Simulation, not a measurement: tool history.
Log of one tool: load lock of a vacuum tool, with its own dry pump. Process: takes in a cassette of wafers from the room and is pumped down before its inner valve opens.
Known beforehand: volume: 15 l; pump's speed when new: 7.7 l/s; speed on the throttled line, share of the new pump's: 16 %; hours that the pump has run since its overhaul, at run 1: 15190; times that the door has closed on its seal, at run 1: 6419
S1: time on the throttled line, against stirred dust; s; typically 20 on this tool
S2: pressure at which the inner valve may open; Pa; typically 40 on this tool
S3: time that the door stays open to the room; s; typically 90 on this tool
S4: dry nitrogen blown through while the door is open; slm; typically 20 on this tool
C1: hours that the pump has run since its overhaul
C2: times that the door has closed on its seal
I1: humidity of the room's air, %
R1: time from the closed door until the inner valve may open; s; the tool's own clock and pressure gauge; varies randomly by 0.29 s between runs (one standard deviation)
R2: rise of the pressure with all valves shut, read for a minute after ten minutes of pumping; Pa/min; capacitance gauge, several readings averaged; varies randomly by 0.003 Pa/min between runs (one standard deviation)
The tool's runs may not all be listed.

Run 1, hour 0.0: usual settings; C1 15190; C2 6419; I1 42.7. Result: R1 34.5 s, R2 0.047 Pa/min.
Run 2, hour 167.7: usual settings but S1 28 s; C1 15358; C2 6668; I1 46.3. Result: R1 40.6 s, R2 0.046 Pa/min.
Run 3, hour 295.8: usual settings but S1 28 s; C1 15486; C2 6858; I1 42.4. Result: R1 41.5 s, R2 0.047 Pa/min.
Run 4, hour 488.3: usual settings but S1 28 s; C1 15679; C2 7144; I1 48.6. Result: R1 41.9 s, R2 0.052 Pa/min.
Run 5, hour 592.5: usual settings but S1 28 s; C1 15783; C2 7298; I1 48.3. Result: R1 41.8 s, R2 0.055 Pa/min.
At hour 680.1: dry pump taken out, an overhauled one fitted.
Run 6, hour 791.3: usual settings but S1 28 s; C1 111; C2 7584; I1 43.6. Result: R1 39.2 s, R2 0.057 Pa/min.
Run 7, hour 975.1: usual settings but S2 42 Pa; C1 295; C2 7857; I1 44.4. Result: R1 32.2 s, R2 0.051 Pa/min.
Run 8, hour 1160.6: usual settings but S2 42 Pa; C1 480; C2 8132; I1 43.4. Result: R1 31.9 s, R2 0.053 Pa/min.
Run 9, hour 1365.9: usual settings but S2 42 Pa, S4 27 slm; C1 686; C2 8437; I1 50.1. Result: R1 31.6 s, R2 0.052 Pa/min.
Run 10, hour 1578.3: usual settings but S3 151 s; C1 898; C2 8752; I1 43.2. Result: R1 31.7 s, R2 0.062 Pa/min.
Run 11, hour 1767.9: usual settings; C1 1088; C2 9033; I1 44.1. Result: R1 32.1 s, R2 0.055 Pa/min.
Run 12, hour 1881.2: usual settings; C1 1201; C2 9202; I1 44.0. Result: R1 32.8 s, R2 0.058 Pa/min.
Run 13, hour 2087.6: usual settings; C1 1407; C2 9508; I1 42.0. Result: R1 32.2 s, R2 0.056 Pa/min.
Run 14, hour 2233.0: usual settings; C1 1553; C2 9724; I1 46.6. Result: R1 32.0 s, R2 0.064 Pa/min.
Run 15, hour 2446.6: usual settings; C1 1766; C2 10040; I1 45.6. Result: R1 32.0 s, R2 0.059 Pa/min.
Run 16, hour 2551.7: usual settings but S1 15 s; C1 1872; C2 10196; I1 43.8. Result: R1 28.0 s, R2 0.057 Pa/min.
Run 17, hour 2792.3: usual settings but S2 30 Pa; C1 2112; C2 10553; I1 44.5. Result: R1 33.1 s, R2 0.063 Pa/min.
Run 18, hour 3026.5: usual settings but S2 30 Pa; C1 2346; C2 10901; I1 47.7. Result: R1 32.5 s, R2 0.065 Pa/min.
Run 19, hour 3182.1: usual settings but S2 30 Pa; C1 2502; C2 11132; I1 42.7. Result: R1 33.1 s, R2 0.064 Pa/min.
Run 20, hour 3432.8: usual settings but S1 21 s, S2 49 Pa, S3 58 s; C1 2753; C2 11504; I1 50.7. Result: R1 33.1 s, R2 0.067 Pa/min.
Run 21, hour 3540.0: usual settings but S1 21 s, S2 49 Pa, S3 58 s; C1 2860; C2 11663; I1 44.2. Result: R1 32.5 s, R2 0.059 Pa/min.
Run 22, hour 3646.7: usual settings but S1 22 s, S2 50 Pa, S3 48 s, S4 42 slm; C1 2967; C2 11821; I1 43.5. Result: R1 33.7 s, R2 0.052 Pa/min.
Run 23, hour 3876.7: usual settings but S2 43 Pa; C1 3197; C2 12162; I1 46.2. Result: R1 32.5 s, R2 0.059 Pa/min.
Run 24, hour 4117.0: usual settings but S4 10 slm; C1 3437; C2 12519; I1 43.9. Result: R1 32.4 s, R2 0.068 Pa/min.
Run 25, hour 4335.3: usual settings but S1 28 s, S3 82 s, S4 10 slm; C1 3655; C2 12843; I1 46.4. Result: R1 39.0 s, R2 0.079 Pa/min.
Run 26, hour 4533.9: usual settings but S1 19 s, S2 44 Pa, S3 82 s, S4 10 slm; C1 3854; C2 13137; I1 45.4. Result: R1 31.8 s, R2 0.072 Pa/min.
Run 27, hour 4709.0: usual settings but S1 21 s, S3 50 s, S4 8 slm; C1 4029; C2 13397; I1 45.3. Result: R1 33.3 s, R2 0.072 Pa/min.
Run 28, hour 4843.0: usual settings but S1 21 s, S3 50 s, S4 8 slm; C1 4163; C2 13596; I1 46.3. Result: R1 33.7 s, R2 0.072 Pa/min.
Run 29, hour 5076.2: usual settings but S1 21 s, S3 39 s, S4 8 slm; C1 4396; C2 13942; I1 43.2. Result: R1 33.2 s, R2 0.071 Pa/min.
Run 30, hour 5258.2: usual settings but S1 21 s, S3 39 s, S4 8 slm; C1 4578; C2 14212; I1 39.3. Result: R1 34.1 s, R2 0.069 Pa/min.
Run 31, hour 5424.2: usual settings but S1 40 s, S2 74 Pa, S4 27 slm; C1 4744; C2 14458; I1 46.6. Result: R1 47.7 s, R2 0.069 Pa/min.
Run 32, hour 5615.4: usual settings but S1 12 s, S2 74 Pa, S4 38 slm; C1 4935; C2 14742; I1 42.2. Result: R1 24.6 s, R2 0.064 Pa/min.
Run 33, hour 5798.0: usual settings but S2 45 Pa, S3 84 s, S4 33 slm; C1 5118; C2 15013; I1 46.8. Result: R1 32.8 s, R2 0.067 Pa/min.
Run 34, hour 5949.3: usual settings but S1 22 s, S2 64 Pa, S3 111 s, S4 33 slm; C1 5269; C2 15237; I1 47.8. Result: R1 33.4 s, R2 0.074 Pa/min.
Run 35, hour 6120.6: usual settings but S2 42 Pa, S3 83 s, S4 4 slm; C1 5440; C2 15492; I1 43.6. Result: R1 32.9 s, R2 0.095 Pa/min.

Each row is a separate what-if for the run after 35, all from the same tool condition, not one after another. Results?
Run A, hour 6252.5: usual settings but S1 14 s, S3 185 s, S4 7 slm; C1 5572; C2 15687; I1 49.2. Result: R1 ?, R2 ?.
Run B, hour 6252.5: usual settings but S1 40 s, S2 66 Pa, S3 34 s, S4 4 slm; C1 5572; C2 15687; I1 48.5. Result: R1 ?, R2 ?.
Run C, hour 6252.5: usual settings but S1 18 s, S2 42 Pa, S3 83 s, S4 5 slm; C1 5572; C2 15687; I1 46.5. Result: R1 ?, R2 ?.

run    R1     R2
  A  28.0  0.113
  B  48.5  0.081
  C  31.1  0.093
Without the tool's hidden state the same runs would have given:
run    R1     R2
  A  27.2  0.067
  B  48.0  0.035
  C  30.3  0.047

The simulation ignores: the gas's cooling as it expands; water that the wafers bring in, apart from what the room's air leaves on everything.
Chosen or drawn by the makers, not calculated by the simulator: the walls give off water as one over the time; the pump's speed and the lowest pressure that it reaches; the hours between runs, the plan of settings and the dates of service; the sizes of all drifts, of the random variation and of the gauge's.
